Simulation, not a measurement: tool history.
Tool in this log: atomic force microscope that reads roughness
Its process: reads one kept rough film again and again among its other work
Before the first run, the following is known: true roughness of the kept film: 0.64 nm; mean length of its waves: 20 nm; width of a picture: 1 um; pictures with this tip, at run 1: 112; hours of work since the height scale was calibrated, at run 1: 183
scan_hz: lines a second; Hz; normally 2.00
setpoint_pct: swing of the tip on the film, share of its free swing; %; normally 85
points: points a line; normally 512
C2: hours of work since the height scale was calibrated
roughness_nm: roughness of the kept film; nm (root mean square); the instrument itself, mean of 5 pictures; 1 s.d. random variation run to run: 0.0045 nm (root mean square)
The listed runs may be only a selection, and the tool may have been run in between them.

Run 1, hour 0.0: usual settings; pictures with this tip 112; C2 183. Result: roughness_nm 0.419 nm (root mean square).
At hour 2.5: new tip fitted.
Run 2, hour 17.0: usual settings; pictures with this tip 30; C2 193. Result: roughness_nm 0.482 nm (root mean square).
Run 3, hour 32.5: usual settings; pictures with this tip 63; C2 203. Result: roughness_nm 0.462 nm (root mean square).
Run 4, hour 53.3: usual settings; pictures with this tip 107; C2 216. Result: roughness_nm 0.425 nm (root mean square).
At hour 56.9: new tip fitted.
Run 5, hour 74.9: usual settings; pictures with this tip 39; C2 229. Result: roughness_nm 0.480 nm (root mean square).
Run 6, hour 84.9: usual settings but points 317; pictures with this tip 60; C2 235. Result: roughness_nm 0.453 nm (root mean square).
Run 7, hour 105.0: usual settings; pictures with this tip 103; C2 247. Result: roughness_nm 0.425 nm (root mean square).
At hour 112.6: new tip fitted.
Run 8, hour 117.1: usual settings; pictures with this tip 9; C2 254. Result: roughness_nm 0.505 nm (root mean square).
Run 9, hour 137.8: usual settings but setpoint_pct 67 %; pictures with this tip 53; C2 267. Result: roughness_nm 0.500 nm (root mean square).
Run 10, hour 154.6: usual settings but setpoint_pct 67 %; pictures with this tip 89; C2 278. Result: roughness_nm 0.481 nm (root mean square).
Run 11, hour 163.5: usual settings but setpoint_pct 67 %; pictures with this tip 108; C2 283. Result: roughness_nm 0.463 nm (root mean square).
At hour 167.0: new tip fitted.
Run 12, hour 178.7: usual settings; pictures with this tip 25; C2 292. Result: roughness_nm 0.487 nm (root mean square).
Run 13, hour 194.0: usual settings but setpoint_pct 63 %; pictures with this tip 58; C2 302. Result: roughness_nm 0.516 nm (root mean square).
Run 14, hour 209.5: usual settings but scan_hz 0.83 Hz, setpoint_pct 67 %, points 539; pictures with this tip 91; C2 311. Result: roughness_nm 0.497 nm (root mean square).
At hour 221.7: new tip fitted.
Run 15, hour 228.9: usual settings but scan_hz 3.45 Hz, setpoint_pct 61 %; pictures with this tip 15; C2 323. Result: roughness_nm 0.538 nm (root mean square).
Run 16, hour 240.8: usual settings but scan_hz 3.45 Hz, setpoint_pct 61 %; pictures with this tip 40; C2 330. Result: roughness_nm 0.516 nm (root mean square).
Run 17, hour 251.8: usual settings but scan_hz 0.82 Hz, setpoint_pct 76 %; pictures with this tip 64; C2 337. Result: roughness_nm 0.512 nm (root mean square).
At hour 254.6: height scale calibrated on a step standard.
Run 18, hour 267.1: usual settings but scan_hz 2.34 Hz, setpoint_pct 80 %, points 526; pictures with this tip 94; C2 8. Result: roughness_nm 0.439 nm (root mean square).
At hour 276.8: new tip fitted.
Run 19, hour 277.4: usual settings but scan_hz 3.45 Hz, setpoint_pct 75 %, points 459; pictures with this tip 1; C2 14. Result: roughness_nm 0.506 nm (root mean square).
Run 20, hour 298.0: usual settings but setpoint_pct 62 %; pictures with this tip 45; C2 26. Result: roughness_nm 0.525 nm (root mean square).
Run 21, hour 310.1: usual settings but setpoint_pct 62 %; pictures with this tip 71; C2 34. Result: roughness_nm 0.497 nm (root mean square).
Run 22, hour 323.3: usual settings but scan_hz 3.12 Hz, setpoint_pct 61 %; pictures with this tip 98; C2 42. Result: roughness_nm 0.469 nm (root mean square).
At hour 331.3: new tip fitted.
Run 23, hour 342.1: usual settings but scan_hz 3.12 Hz, setpoint_pct 61 %; pictures with this tip 23; C2 53. Result: roughness_nm 0.538 nm (root mean square).
At hour 354.4: height scale calibrated on a step standard, once more.
Run 24, hour 363.2: usual settings but points 759; pictures with this tip 66; C2 5. Result: roughness_nm 0.457 nm (root mean square).
Run 25, hour 378.9: usual settings but scan_hz 3.11 Hz, points 510; pictures with this tip 100; C2 15. Result: roughness_nm 0.402 nm (root mean square).
At hour 385.9: new tip fitted.
Run 26, hour 389.1: usual settings but setpoint_pct 56 %, points 582; pictures with this tip 6; C2 21. Result: roughness_nm 0.577 nm (root mean square).

Here are 4 independent what-if runs from the current tool condition. What would each one return?
Run A, hour 405.8: usual settings but scan_hz 0.65 Hz, setpoint_pct 61 %; pictures with this tip 42; C2 31. Result: roughness_nm ?.
Run B, hour 405.8: usual settings but setpoint_pct 72 %, points 505; pictures with this tip 42; C2 31. Result: roughness_nm ?.
Run C, hour 405.8: usual settings but scan_hz 0.86 Hz, setpoint_pct 56 %, points 413; pictures with this tip 42; C2 31. Result: roughness_nm ?.
Run D, hour 405.8: usual settings but setpoint_pct 56 %, points 687; pictures with this tip 42; C2 31. Result: roughness_nm ?.

run  roughness_nm
  A         0.544
  B         0.510
  C         0.552
  D         0.539
What these runs would have given with no unlogged condition in the tool:
run  roughness_nm
  A         0.588
  B         0.550
  C         0.596
  D         0.582
